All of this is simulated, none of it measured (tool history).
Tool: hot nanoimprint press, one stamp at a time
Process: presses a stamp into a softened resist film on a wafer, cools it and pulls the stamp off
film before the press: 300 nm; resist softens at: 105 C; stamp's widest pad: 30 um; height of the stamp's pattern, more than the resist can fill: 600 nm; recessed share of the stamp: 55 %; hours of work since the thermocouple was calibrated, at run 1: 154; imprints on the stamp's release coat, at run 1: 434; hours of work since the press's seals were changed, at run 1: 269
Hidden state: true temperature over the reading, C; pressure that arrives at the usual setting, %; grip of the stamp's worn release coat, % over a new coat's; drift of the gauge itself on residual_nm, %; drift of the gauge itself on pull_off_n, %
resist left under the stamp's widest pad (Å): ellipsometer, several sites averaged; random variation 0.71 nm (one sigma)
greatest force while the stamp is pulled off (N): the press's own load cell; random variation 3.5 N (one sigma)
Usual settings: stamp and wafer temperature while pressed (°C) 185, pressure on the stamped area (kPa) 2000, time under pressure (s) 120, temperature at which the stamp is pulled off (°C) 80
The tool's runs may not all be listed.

run	hour	stamp and wafer temperature while pressed (°C)	pressure on the stamped area (kPa)	time under pressure (s)	temperature at which the stamp is pulled off (°C)	hours of work since the thermocouple was calibrated	imprints on the stamp's release coat	hours of work since the press's seals were changed	resist left under the stamp's widest pad (Å)	greatest force while the stamp is pulled off (N)
1	0.0	185	2000	120	80	154	434	269	1527	165
2	22.7	185	2000	120	80	168	523	282	1539	165
3	51.8	185	2000	120	80	185	637	299	1546	166
4	82.0	185	2000	120	80	203	755	317	1528	168
5	99.0	185	2000	120	80	212	822	327	1546	168
6	132.1	185	2000	120	80	232	952	347	1536	166
7	166.7	185	1820	120	80	252	1087	367	1630	163
8	196.0	185	1820	120	80	270	1202	384	1630	166
# hour 213.4: plate thermocouple calibrated
9	215.4	185	1820	120	80	1	1267	394	1631	164
10	251.6	189	2000	120	80	22	1408	415	1331	165
11	267.3	185	2000	120	80	32	1470	424	1568	171
12	285.2	185	2000	120	80	42	1540	435	1575	168
13	316.4	185	2000	120	80	61	1663	453	1583	171
# hour 319.0: gauge calibrated
14	352.5	185	2000	120	80	82	1804	474	1545	164
15	368.0	185	2000	120	88	91	1865	483	1531	136
16	396.2	185	2000	135	85	107	1975	500	1479	143
# hour 434.9: stamp cleaned and given a new release coat
17	435.3	185	1880	135	76	127	1	519	1520	180
18	464.3	185	2000	212	76	144	115	536	1262	178
19	484.3	197	1980	212	66	156	194	548	749	215
20	512.1	195	2810	120	80	172	303	565	857	166
21	542.0	195	2810	120	80	190	420	582	865	165
22	570.5	185	2000	120	87	206	532	599	1565	142
23	588.2	185	2000	120	87	217	601	609	1561	137
24	609.8	186	2590	120	87	229	686	622	1336	135
25	627.5	180	2340	114	67	240	755	632	1830	217
26	648.3	185	2000	69	72	252	837	645	1890	195
27	668.7	179	2000	96	69	264	917	657	2130	207
# hour 696.0: plate thermocouple calibrated
28	704.8	185	1940	120	80	5	1047	676	1604	164
29	720.5	194	1520	120	80	14	1108	685	1251	167
30	744.0	188	2140	120	87	28	1200	699	1361	144

How the hidden state differs across the entries between the runs, from the last listed run before each to the first after it:
Between runs 8 and 9: plate thermocouple calibrated (hour 213.4)
  true temperature over the reading, C: 0.01 -> 0; drift of the gauge itself on residual_nm, %: 1.83 -> 1.99
  measured less the result without the state, resist left under the stamp's widest pad (Å): +29 -> +32
Between runs 13 and 14: gauge calibrated (hour 319.0)
  grip of the stamp's worn release coat, % over a new coat's: 0.8 -> 0.9; drift of the gauge itself on residual_nm, %: 2.93 -> 0.31
  measured less the result without the state, resist left under the stamp's widest pad (Å): +45 -> +5
Between runs 16 and 17: stamp cleaned and given a new release coat (hour 434.9)
  pressure that arrives at the usual setting, %: 99.96 -> 99.95; grip of the stamp's worn release coat, % over a new coat's: 1 -> 0; drift of the gauge itself on residual_nm, %: 0.72 -> 1.03
  measured less the result without the state, resist left under the stamp's widest pad (Å): +11 -> +15
Between runs 27 and 28: plate thermocouple calibrated (hour 696.0)
  true temperature over the reading, C: 0.01 -> 0; grip of the stamp's worn release coat, % over a new coat's: 0.4 -> 0.5; drift of the gauge itself on residual_nm, %: 3.22 -> 3.53
  measured less the result without the state, resist left under the stamp's widest pad (Å): +66 -> +55
